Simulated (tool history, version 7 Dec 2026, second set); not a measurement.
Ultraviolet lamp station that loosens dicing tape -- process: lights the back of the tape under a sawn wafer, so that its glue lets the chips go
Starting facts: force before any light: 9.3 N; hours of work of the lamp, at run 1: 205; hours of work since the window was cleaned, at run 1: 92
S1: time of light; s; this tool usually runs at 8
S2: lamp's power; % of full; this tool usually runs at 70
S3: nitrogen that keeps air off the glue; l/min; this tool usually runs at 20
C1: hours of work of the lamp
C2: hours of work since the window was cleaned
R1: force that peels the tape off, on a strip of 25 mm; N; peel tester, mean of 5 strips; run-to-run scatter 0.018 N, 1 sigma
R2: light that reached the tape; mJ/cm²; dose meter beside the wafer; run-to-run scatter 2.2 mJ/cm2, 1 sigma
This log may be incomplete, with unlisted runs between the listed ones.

{"run": 1, "hour": 0.0, "S1": 8, "S2": 70, "S3": 20, "C1": 205, "C2": 92, "R1": 0.992, "R2": 191}
{"run": 2, "hour": 25.8, "S1": 8, "S2": 70, "S3": 20, "C1": 217, "C2": 104, "R1": 1.029, "R2": 190}
{"run": 3, "hour": 48.7, "S1": 8, "S2": 70, "S3": 20, "C1": 227, "C2": 115, "R1": 0.991, "R2": 195}
{"run": 4, "hour": 71.5, "S1": 8, "S2": 70, "S3": 7, "C1": 238, "C2": 125, "R1": 2.192, "R2": 192}
{"run": 5, "hour": 98.2, "S1": 8, "S2": 67, "S3": 20, "C1": 250, "C2": 137, "R1": 1.107, "R2": 180}
{"run": 6, "hour": 122.6, "S1": 8, "S2": 67, "S3": 20, "C1": 261, "C2": 148, "R1": 1.128, "R2": 181}
{"run": 7, "hour": 155.0, "S1": 8, "S2": 67, "S3": 20, "C1": 276, "C2": 163, "R1": 1.19, "R2": 181}
{"run": 8, "hour": 173.6, "S1": 8, "S2": 70, "S3": 20, "C1": 284, "C2": 171, "R1": 1.046, "R2": 190}
{"run": 9, "hour": 194.3, "S1": 8, "S2": 70, "S3": 20, "C1": 294, "C2": 181, "R1": 1.066, "R2": 184}
{"run": 10, "hour": 225.8, "S1": 8, "S2": 70, "S3": 32, "C1": 308, "C2": 195, "R1": 0.724, "R2": 182}
{"run": 11, "hour": 254.3, "S1": 8, "S2": 70, "S3": 32, "C1": 321, "C2": 208, "R1": 0.751, "R2": 188}
{"run": 12, "hour": 274.8, "S1": 8, "S2": 70, "S3": 32, "C1": 330, "C2": 217, "R1": 0.736, "R2": 183}
{"run": 13, "hour": 300.0, "S1": 4, "S2": 70, "S3": 32, "C1": 342, "C2": 229, "R1": 2.581, "R2": 94}
{"run": 14, "hour": 321.4, "S1": 4, "S2": 70, "S3": 32, "C1": 352, "C2": 239, "R1": 2.472, "R2": 92}
{"run": 15, "hour": 349.8, "S1": 4, "S2": 70, "S3": 32, "C1": 364, "C2": 252, "R1": 2.592, "R2": 90}
{"run": 16, "hour": 374.6, "S1": 4, "S2": 70, "S3": 32, "C1": 376, "C2": 263, "R1": 2.634, "R2": 90}
{"run": 17, "hour": 401.6, "S1": 4, "S2": 70, "S3": 32, "C1": 388, "C2": 275, "R1": 2.589, "R2": 88}
{"run": 18, "hour": 425.5, "S1": 4, "S2": 70, "S3": 32, "C1": 399, "C2": 286, "R1": 2.603, "R2": 89}
{"run": 19, "hour": 453.8, "S1": 13, "S2": 70, "S3": 20, "C1": 412, "C2": 299, "R1": 0.376, "R2": 287}
{"run": 20, "hour": 487.1, "S1": 8, "S2": 70, "S3": 28, "C1": 427, "C2": 314, "R1": 0.857, "R2": 178}
{"run": 21, "hour": 510.9, "S1": 8, "S2": 70, "S3": 28, "C1": 438, "C2": 325, "R1": 0.924, "R2": 174}
{"hour": 512.8, "done": "window cleaned of glue's vapour"}
{"run": 22, "hour": 531.3, "S1": 8, "S2": 70, "S3": 28, "C1": 447, "C2": 8, "R1": 0.955, "R2": 167}
{"run": 23, "hour": 545.5, "S1": 9, "S2": 65, "S3": 21, "C1": 453, "C2": 15, "R1": 1.177, "R2": 174}
{"run": 24, "hour": 574.4, "S1": 8, "S2": 65, "S3": 20, "C1": 466, "C2": 28, "R1": 1.462, "R2": 158}
{"hour": 606.7, "done": "window cleaned of glue's vapour, once more"}
{"run": 25, "hour": 607.6, "S1": 4, "S2": 70, "S3": 35, "C1": 481, "C2": 0, "R1": 2.334, "R2": 95}
{"run": 26, "hour": 625.5, "S1": 4, "S2": 70, "S3": 35, "C1": 490, "C2": 9, "R1": 2.282, "R2": 95}
{"run": 27, "hour": 643.3, "S1": 12, "S2": 70, "S3": 34, "C1": 498, "C2": 17, "R1": 0.235, "R2": 278}
{"run": 28, "hour": 667.3, "S1": 12, "S2": 70, "S3": 34, "C1": 509, "C2": 28, "R1": 0.248, "R2": 278}
{"run": 29, "hour": 693.9, "S1": 8, "S2": 84, "S3": 20, "C1": 521, "C2": 40, "R1": 0.748, "R2": 218}
{"run": 30, "hour": 715.4, "S1": 8, "S2": 84, "S3": 8, "C1": 530, "C2": 50, "R1": 1.59, "R2": 224}
{"run": 31, "hour": 729.1, "S1": 8, "S2": 84, "S3": 8, "C1": 537, "C2": 56, "R1": 1.655, "R2": 222}
{"run": 32, "hour": 754.6, "S1": 8, "S2": 84, "S3": 8, "C1": 548, "C2": 67, "R1": 1.597, "R2": 219}
{"run": 33, "hour": 771.7, "S1": 8, "S2": 84, "S3": 8, "C1": 556, "C2": 75, "R1": 1.645, "R2": 220}
{"run": 34, "hour": 799.4, "S1": 8, "S2": 84, "S3": 8, "C1": 569, "C2": 88, "R1": 1.727, "R2": 217}
{"run": 35, "hour": 829.0, "S1": 6, "S2": 94, "S3": 11, "C1": 582, "C2": 101, "R1": 1.734, "R2": 183}
{"run": 36, "hour": 854.0, "S1": 5, "S2": 60, "S3": 20, "C1": 594, "C2": 113, "R1": 2.854, "R2": 94}
{"run": 37, "hour": 868.7, "S1": 8, "S2": 69, "S3": 20, "C1": 600, "C2": 119, "R1": 1.196, "R2": 173}
{"run": 38, "hour": 895.6, "S1": 8, "S2": 92, "S3": 20, "C1": 613, "C2": 132, "R1": 0.635, "R2": 238}
{"run": 39, "hour": 911.1, "S1": 8, "S2": 78, "S3": 30, "C1": 620, "C2": 139, "R1": 0.662, "R2": 199}
{"run": 40, "hour": 940.3, "S1": 8, "S2": 68, "S3": 14, "C1": 633, "C2": 152, "R1": 1.629, "R2": 170}
{"run": 41, "hour": 970.3, "S1": 8, "S2": 68, "S3": 14, "C1": 647, "C2": 166, "R1": 1.646, "R2": 170}
{"run": 42, "hour": 992.0, "S1": 8, "S2": 79, "S3": 20, "C1": 656, "C2": 175, "R1": 0.908, "R2": 197}
{"run": 43, "hour": 1012.1, "S1": 8, "S2": 87, "S3": 17, "C1": 666, "C2": 185, "R1": 0.865, "R2": 220}
{"run": 44, "hour": 1037.8, "S1": 5, "S2": 88, "S3": 10, "C1": 677, "C2": 196, "R1": 2.728, "R2": 137}

Hidden state at the last listed run before each entry between runs and at the first one after, where it differs:
From run 21 to run 22: window cleaned of glue's vapour (hour 512.8)
  lamp's light, % of a new lamp's: 92.9 -> 92.8; light that the window lets through, % of a clean one's: 92.4 -> 89.2
  what was measured, less what the result would be without the hidden state, R1: +0.271 -> +0.331 N; R2: -29 -> -35 mJ/cm²
From run 24 to run 25: window cleaned of glue's vapour, once more (hour 606.7)
  lamp's light, % of a new lamp's: 92.5 -> 92.3; light that the window lets through, % of a clean one's: 88.8 -> 99.5
  what was measured, less what the result would be without the hidden state, R1: +0.458 -> +0.264 N; R2: -34 -> -9 mJ/cm²
